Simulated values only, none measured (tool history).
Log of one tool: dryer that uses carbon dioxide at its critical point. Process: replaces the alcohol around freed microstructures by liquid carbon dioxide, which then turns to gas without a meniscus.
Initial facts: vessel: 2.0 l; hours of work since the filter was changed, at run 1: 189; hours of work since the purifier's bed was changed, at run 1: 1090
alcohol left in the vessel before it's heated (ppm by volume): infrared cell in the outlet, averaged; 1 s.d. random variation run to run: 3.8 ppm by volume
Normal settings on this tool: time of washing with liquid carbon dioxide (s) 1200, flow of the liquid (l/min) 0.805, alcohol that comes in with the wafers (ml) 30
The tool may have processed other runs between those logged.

run    hour  time of washing with liquid carbon dioxide (s)  flow of the liquid (l/min)  alcohol that comes in with the wafers (ml)  hours of work since the filter was changed  hours of work since the purifier's bed was changed  alcohol left in the vessel before it's heated (ppm by volume)
  1       0                                            1200                       0.805                                          30                                         189                                                1090                                                             90
       33.4  -- inlet filter changed
  2    37.7                                            1200                       0.587                                          30                                           3                                                1119                                                            222
  3    64.3                                            1500                       0.587                                          30                                          24                                                1140                                                             96
  4    92.4                                            1500                       0.587                                          30                                          47                                                1162                                                            108
  5   128.6                                            1500                       0.587                                          30                                          75                                                1191                                                            114
  6     157                                            1200                       0.805                                          37                                          97                                                1213                                                             97
  7     191                                            1260                       0.805                                          37                                         124                                                1240                                                             87
  8   226.5                                            1260                       0.805                                          37                                         152                                                1268                                                             88
  9     256                                            1200                       0.805                                          30                                         176                                                1291                                                             96
 10   295.6                                            1200                       0.805                                          30                                         207                                                1322                                                             93
      304.2  -- inlet filter changed
      310.8  -- purifier's bed changed
 11   323.7                                            1200                       0.805                                          30                                          13                                                  10                                                             42
 12   354.7                                            1200                       0.805                                          30                                          37                                                  35                                                             40
 13   374.8                                            1200                       0.805                                          30                                          53                                                  50                                                             40
 14   399.6                                            1200                       0.805                                          30                                          73                                                  70                                                             49
 15   432.5                                            1200                       0.805                                          30                                          99                                                  96                                                             50
 16     456                                            1200                       0.805                                          30                                         117                                                 115                                                             46
 17   484.3                                            1200                       0.805                                          30                                         140                                                 137                                                             57
 18     506                                            1200                       0.805                                          30                                         157                                                 154                                                             63
 19   536.4                                            1200                       0.805                                          30                                         181                                                 178                                                             67
 20   559.4                                            1200                       0.805                                          57                                         199                                                 196                                                            108
      577.3  -- inlet filter changed
 21   594.2                                            1200                       0.805                                          57                                          13                                                 223                                                             77
 22   621.2                                            1200                       1.347                                          99                                          35                                                 244                                                             18
 23   639.9                                            1740                       0.617                                          30                                          49                                                 259                                                             34
 24     661                                            1740                       0.617                                          30                                          66                                                 275                                                             24
 25   691.7                                             780                       0.617                                          30                                          90                                                 300                                                            827
 26   725.5                                            1200                       1.193                                          30                                         117                                                 326                                                             18
 27   764.6                                            1620                       1.315                                          97                                         148                                                 357                                                              4
 28     791                                            1200                       0.811                                          30                                         169                                                 378                                                             62
 29   818.5                                             840                       0.679                                          43                                         190                                                 400                                                            786
 30   845.3                                             840                       0.679                                          31                                         211                                                 421                                                            578
      849.5  -- inlet filter changed
 31   876.4                                            1680                       0.679                                          31                                          21                                                 445                                                             36
 32   915.4                                            1680                       0.679                                          31                                          52                                                 475                                                             23
 33     951                                            1680                       0.679                                          31                                          80                                                 503                                                             34
 34   976.4                                             840                       0.901                                          21                                         100                                                 523                                                            127
 35   993.7                                            1560                        0.67                                          73                                         114                                                 537                                                             87
 36    1034                                             900                       0.745                                          36                                         145                                                 569                                                            346
 37  1073.1                                            1200                       0.728                                         113                                         176                                                 600                                                            356

3 options for the next run, each taken on its own from the tool as it stands now. Forecast them:
  A  1111.7                                             840                       1.009                                         113                                         207                                                 630                                                              ?
  B  1111.7                                            1560                       0.728                                          69                                         207                                                 630                                                              ?
  C  1111.7                                            1200                       0.958                                          96                                         207                                                 630                                                              ?

run  alcohol left in the vessel before it's heated (ppm by volume)
  A                                                            440
  B                                                             67
  C                                                             80
Without the tool's hidden state the same runs would have given:
run  alcohol left in the vessel before it's heated (ppm by volume)
  A                                                            298
  B                                                             31
  C                                                             40
